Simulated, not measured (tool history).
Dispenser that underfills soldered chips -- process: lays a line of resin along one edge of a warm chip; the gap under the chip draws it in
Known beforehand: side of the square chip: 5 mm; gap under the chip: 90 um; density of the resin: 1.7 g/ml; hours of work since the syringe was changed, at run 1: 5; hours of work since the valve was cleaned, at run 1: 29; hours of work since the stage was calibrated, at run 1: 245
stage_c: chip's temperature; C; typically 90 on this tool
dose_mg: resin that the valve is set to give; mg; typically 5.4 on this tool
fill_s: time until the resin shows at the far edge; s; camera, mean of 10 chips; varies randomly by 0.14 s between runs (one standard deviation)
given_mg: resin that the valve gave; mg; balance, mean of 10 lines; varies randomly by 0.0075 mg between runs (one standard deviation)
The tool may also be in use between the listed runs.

run,day,stage_c,dose_mg,hours of work since the syringe was changed,hours of work since the valve was cleaned,hours of work since the stage was calibrated,fill_s,given_mg
1,0,90,5.4,5,29,245,6,5.347
# day 0.296: new syringe of resin
2,0.312,99,5.4,0,35,251,3.6,5.315
3,0.612,99,5.4,6,40,256,4.1,5.293
# day 0.908: new syringe of resin
4,0.917,99,5.4,0,46,262,3.2,5.299
5,1.175,99,5.4,5,50,266,4,5.286
6,1.446,99,5.4,10,55,271,4.7,5.255
# day 1.496: new syringe of resin
# day 1.738: dispensing valve cleaned and set on the balance
7,1.771,82,5.4,4,1,276,8.7,5.396
8,2.042,90,4.88,9,6,281,6.9,4.881
# day 2.138: new syringe of resin
9,2.338,90,5.77,4,11,287,5.6,5.725
10,2.621,98,5.4,9,16,292,4.6,5.351
# day 2.742: new syringe of resin
11,2.925,90,5.4,3,21,297,5.7,5.343
12,3.288,90,5.4,10,28,304,7,5.327
# day 3.329: new syringe of resin
13,3.654,90,5.4,6,35,310,6.4,5.301
# day 3.942: new syringe of resin
14,3.95,90,5.4,0,40,316,5.2,5.297
15,4.142,90,5.4,4,43,319,5.8,5.283
16,4.496,101,5.4,10,50,326,4.6,5.27
# day 4.529: new syringe of resin
17,4.754,90,5.4,4,54,330,5.7,5.25
# day 5.092: dispensing valve cleaned and set on the balance
18,5.129,90,5.4,10,1,336,7.1,5.39
# day 5.167: new syringe of resin
19,5.333,94,5.55,3,4,340,4.5,5.528
20,5.717,94,5.55,10,11,347,6.1,5.52
# day 5.754: new syringe of resin
21,5.95,94,5.55,4,15,351,4.6,5.494
22,6.125,94,5.55,7,19,354,5.2,5.489
# day 6.354: new syringe of resin
23,6.375,81,4.67,0,23,358,8.7,4.611
24,6.625,90,5.61,5,28,363,6.3,5.513
25,6.838,90,5.61,9,31,367,6.5,5.515
# day 6.967: new syringe of resin
26,7.225,93,5.07,5,38,374,5.5,4.98
# day 7.562: new syringe of resin
27,7.575,96,5.05,0,45,380,4,4.924
28,7.888,88,6.66,6,50,386,6.8,6.484
# day 8.158: new syringe of resin
29,8.288,88,6.75,2,57,393,6,6.55
# day 8.396: stage's temperature calibrated
# day 8.483: dispensing valve cleaned and set on the balance
30,8.562,103,4.77,6,1,2,3.1,4.762
31,8.8,75,6.67,10,6,7,13.1,6.653
# day 8.85: new syringe of resin
32,9.021,83,5.84,3,10,11,7.1,5.809
33,9.358,95,5.84,9,16,17,4.5,5.8
# day 9.458: new syringe of resin
34,9.662,90,5.11,4,21,22,5.3,5.044
35,9.896,84,5.11,8,26,26,8,5.037
# day 10.05: new syringe of resin
36,10.108,98,6.08,1,29,30,3.4,5.984

Below are 3 alternative next runs, each starting from the tool's condition after run 36. Predict each:
A,10.396,103,5.04,6,34,35,?,?
B,10.396,80,6.21,6,34,35,?,?
C,10.396,98,5.7,6,34,35,?,?

run,fill_s,given_mg
A,3.2,4.941
B,8.8,6.091
C,4.1,5.584
Had the tool no hidden state, the same runs would have come out as:
run,fill_s,given_mg
A,2.6,5.034
B,7.1,6.205
C,3.3,5.689
